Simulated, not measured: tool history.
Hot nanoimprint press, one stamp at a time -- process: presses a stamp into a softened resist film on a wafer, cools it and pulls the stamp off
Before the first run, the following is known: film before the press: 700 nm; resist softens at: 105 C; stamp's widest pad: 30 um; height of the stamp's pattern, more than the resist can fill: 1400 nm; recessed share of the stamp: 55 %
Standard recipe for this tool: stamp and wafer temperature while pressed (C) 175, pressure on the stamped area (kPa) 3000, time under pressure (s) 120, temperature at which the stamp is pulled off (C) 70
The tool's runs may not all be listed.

run,day,stamp and wafer temperature while pressed (C),pressure on the stamped area (kPa),time under pressure (s),temperature at which the stamp is pulled off (C),resist left under the stamp's widest pad (angstrom),greatest force while the stamp is pulled off (N)
1,0,175,3000,120,70,2668,135
2,0.783,175,3000,120,70,2672,135
3,1.85,175,2770,120,70,2775,132
4,2.708,175,2770,120,70,2786,137
5,3.408,175,3000,120,70,2677,132
6,4.35,175,3000,120,70,2681,140
7,4.921,175,3000,120,70,2692,135
8,5.617,175,3000,120,70,2686,136
9,6.5,175,3000,120,70,2684,133
10,7.442,175,3000,120,70,2673,138
11,8.146,175,3000,120,70,2688,130
12,9.229,175,3000,120,56,2693,168
13,10.262,175,3000,120,74,2689,129
14,11.288,175,3000,69,70,3328,132
15,12.312,175,3000,69,70,3353,135
16,13.008,175,4320,195,70,1842,139
17,13.917,175,2250,120,76,3100,126
18,14.579,175,2250,120,76,3100,121
19,15.062,175,3000,94,73,2974,130
20,15.967,186,3760,107,73,1684,134
21,16.496,186,3760,107,73,1690,129
22,17.542,175,2050,120,70,3252,139
23,18.3,175,4150,104,70,2455,133
24,18.962,175,3810,104,70,2562,138
25,19.7,175,1940,137,70,3179,139
26,20.525,175,1940,137,70,3165,143
27,21.462,175,1940,137,70,3190,136
28,22.321,175,1940,137,70,3186,138
# day 22.538: gauge calibrated
29,23.004,168,3000,120,70,3506,135

Forecast each of these 5 alternatives for the next run:
A,23.471,186,3000,120,77,?,?
B,23.471,175,3380,99,70,?,?
C,23.471,175,3170,120,70,?,?
D,23.471,168,3000,137,70,?,?
E,23.471,175,4110,120,65,?,?

run,resist left under the stamp's widest pad (angstrom),greatest force while the stamp is pulled off (N)
A,1782,123
B,2716,137
C,2593,135
D,3342,131
E,2286,146
Without the tool's unlogged condition, the same runs would have read:
run,resist left under the stamp's widest pad (angstrom),greatest force while the stamp is pulled off (N)
A,1781,121
B,2715,135
C,2592,134
D,3341,129
E,2285,145

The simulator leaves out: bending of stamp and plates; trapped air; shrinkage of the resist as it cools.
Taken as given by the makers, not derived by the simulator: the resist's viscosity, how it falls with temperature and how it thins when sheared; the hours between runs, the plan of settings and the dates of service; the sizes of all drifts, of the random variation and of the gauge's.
